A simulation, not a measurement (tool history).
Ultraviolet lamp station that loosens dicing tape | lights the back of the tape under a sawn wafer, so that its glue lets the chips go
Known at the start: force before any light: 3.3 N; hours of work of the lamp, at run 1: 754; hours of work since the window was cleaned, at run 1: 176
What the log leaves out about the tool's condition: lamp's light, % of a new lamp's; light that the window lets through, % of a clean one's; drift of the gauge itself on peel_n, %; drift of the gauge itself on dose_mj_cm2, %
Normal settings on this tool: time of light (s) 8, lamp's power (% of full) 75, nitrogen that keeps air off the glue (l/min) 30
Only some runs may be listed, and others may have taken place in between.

run	hour	time of light (s)	lamp's power (% of full)	nitrogen that keeps air off the glue (l/min)	hours of work of the lamp	hours of work since the window was cleaned	force that peels the tape off (N)	light that reached the tape (J/m2)
1	0	8	75	30	754	176	0.288	4150
2	37.9	8	75	30	780	202	0.282	4050
3	76.2	8	75	30	805	228	0.286	4030
4	161	8	75	30	862	285	0.299	3950
5	242.3	8	75	54	917	339	0.261	3810
6	328.3	8	93	30	975	397	0.236	4600
7	407	8	93	30	1028	450	0.243	4450
8	451.3	8	93	24	1057	479	0.295	4480
9	505.3	8	93	24	1093	516	0.277	4410
10	585.1	8	75	19	1147	569	0.451	3450
# hour 635.3: window cleaned of glue's vapour
11	663.1	8	75	30	1199	19	0.287	3970
12	737.6	8	75	30	1249	69	0.294	3850
13	796.3	8	75	30	1289	108	0.333	3800
14	870	8	75	30	1338	158	0.334	3700
15	910.9	8	75	30	1366	185	0.321	3610
16	958.3	8	75	30	1397	217	0.347	3600
17	1013.6	8	88	30	1434	254	0.271	4150
18	1088.1	8	88	30	1484	304	0.298	4040
19	1141.9	8	88	30	1521	340	0.279	3980
20	1178.9	8	88	30	1545	365	0.302	3890
21	1241.4	8	88	30	1587	407	0.325	3770
# hour 1307.5: lamp changed
22	1318.4	7	63	24	7	458	0.446	3200
23	1399.1	11	75	11	62	512	0.251	5900
24	1480.5	5	75	41	116	567	0.501	2590
# hour 1533.4: window cleaned of glue's vapour
25	1572.2	8	94	55	177	26	0.188	6080
26	1611.8	6	73	11	204	53	0.562	3470
27	1673	6	73	11	245	94	0.559	3380
28	1730.4	8	75	20	284	132	0.278	4590
29	1794	13	79	26	326	175	0.179	7800
30	1879	8	60	48	383	232	0.301	3480
31	1917.6	8	60	48	409	258	0.31	3510
32	2000.6	11	60	18	465	314	0.293	4690
33	2072.6	4	85	13	513	362	0.88	2340
34	2157.7	13	75	30	571	419	0.186	6570
35	2204.9	15	63	30	602	451	0.197	6280
36	2261.9	6	63	16	641	489	0.786	2500
37	2319.7	8	89	10	679	528	0.371	4610
38	2377.2	8	85	59	718	567	0.22	4300
# hour 2430.8: window cleaned of glue's vapour
39	2432.8	8	92	12	755	1	0.283	5450
40	2516.6	15	66	53	811	58	0.166	7130
41	2604.9	15	66	53	870	117	0.172	6930

Run 42, settings as shown, results not yet in. Your forecast:
42	2670.6	15	66	53	915	161	?	?

For run 42 the tool returned force that peels the tape off (N) 0.162, light that reached the tape (J/m2) 6760.
Without the tool's hidden state the same run would have given force that peels the tape off (N) 0.157, light that reached the tape (J/m2) 8300.
